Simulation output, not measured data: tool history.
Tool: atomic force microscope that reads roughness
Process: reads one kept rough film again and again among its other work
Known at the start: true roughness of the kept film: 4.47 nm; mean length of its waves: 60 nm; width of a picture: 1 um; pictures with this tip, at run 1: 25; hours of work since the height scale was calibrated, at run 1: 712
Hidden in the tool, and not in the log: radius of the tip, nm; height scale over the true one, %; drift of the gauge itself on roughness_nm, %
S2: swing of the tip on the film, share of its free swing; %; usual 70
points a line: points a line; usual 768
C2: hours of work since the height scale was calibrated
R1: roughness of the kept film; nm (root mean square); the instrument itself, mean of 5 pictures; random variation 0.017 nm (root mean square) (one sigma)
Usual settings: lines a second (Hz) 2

{"run": 1, "hour": 0.0, "lines a second (Hz)": 2, "S2": 70, "points a line": 768, "pictures with this tip": 25, "C2": 712, "R1": 4.072}
{"run": 2, "hour": 26.9, "lines a second (Hz)": 2, "S2": 70, "points a line": 768, "pictures with this tip": 67, "C2": 725, "R1": 4.101}
{"run": 3, "hour": 58.5, "lines a second (Hz)": 2, "S2": 70, "points a line": 768, "pictures with this tip": 115, "C2": 741, "R1": 4.095}
{"run": 4, "hour": 90.4, "lines a second (Hz)": 2, "S2": 70, "points a line": 768, "pictures with this tip": 164, "C2": 757, "R1": 4.111}
{"run": 5, "hour": 128.3, "lines a second (Hz)": 2, "S2": 70, "points a line": 768, "pictures with this tip": 223, "C2": 776, "R1": 4.102}
{"run": 6, "hour": 163.3, "lines a second (Hz)": 2, "S2": 70, "points a line": 768, "pictures with this tip": 276, "C2": 793, "R1": 4.075}
{"run": 7, "hour": 183.5, "lines a second (Hz)": 2, "S2": 70, "points a line": 768, "pictures with this tip": 307, "C2": 803, "R1": 4.139}
{"hour": 200.7, "done": "new tip fitted"}
{"run": 8, "hour": 219.6, "lines a second (Hz)": 2, "S2": 70, "points a line": 768, "pictures with this tip": 29, "C2": 821, "R1": 4.13}
{"run": 9, "hour": 256.9, "lines a second (Hz)": 2, "S2": 70, "points a line": 768, "pictures with this tip": 86, "C2": 840, "R1": 4.109}
{"run": 10, "hour": 282.6, "lines a second (Hz)": 2, "S2": 70, "points a line": 768, "pictures with this tip": 126, "C2": 852, "R1": 4.132}
{"run": 11, "hour": 316.2, "lines a second (Hz)": 2, "S2": 70, "points a line": 768, "pictures with this tip": 178, "C2": 869, "R1": 4.117}
{"run": 12, "hour": 339.7, "lines a second (Hz)": 2.39, "S2": 70, "points a line": 768, "pictures with this tip": 214, "C2": 881, "R1": 4.054}
{"run": 13, "hour": 361.6, "lines a second (Hz)": 3.49, "S2": 70, "points a line": 768, "pictures with this tip": 248, "C2": 892, "R1": 3.93}
{"run": 14, "hour": 381.1, "lines a second (Hz)": 3.49, "S2": 70, "points a line": 768, "pictures with this tip": 278, "C2": 901, "R1": 3.928}
{"run": 15, "hour": 403.3, "lines a second (Hz)": 2, "S2": 70, "points a line": 990, "pictures with this tip": 312, "C2": 912, "R1": 4.131}
{"hour": 419.2, "done": "new tip fitted"}
{"run": 16, "hour": 438.5, "lines a second (Hz)": 1.37, "S2": 77, "points a line": 442, "pictures with this tip": 29, "C2": 930, "R1": 4.116}
{"run": 17, "hour": 463.1, "lines a second (Hz)": 2, "S2": 67, "points a line": 676, "pictures with this tip": 67, "C2": 942, "R1": 4.158}
{"run": 18, "hour": 485.2, "lines a second (Hz)": 2, "S2": 66, "points a line": 676, "pictures with this tip": 101, "C2": 953, "R1": 4.158}
{"run": 19, "hour": 508.1, "lines a second (Hz)": 2, "S2": 66, "points a line": 676, "pictures with this tip": 136, "C2": 964, "R1": 4.144}

Forecast run 20:
{"run": 20, "hour": 530.0, "lines a second (Hz)": 2, "S2": 87, "points a line": 849, "pictures with this tip": 170, "C2": 975, "R1": "?"}

{"run 20": {"R1": 3.772}}
Without the tool's hidden state the same run would have given R1 3.776 nm (root mean square).
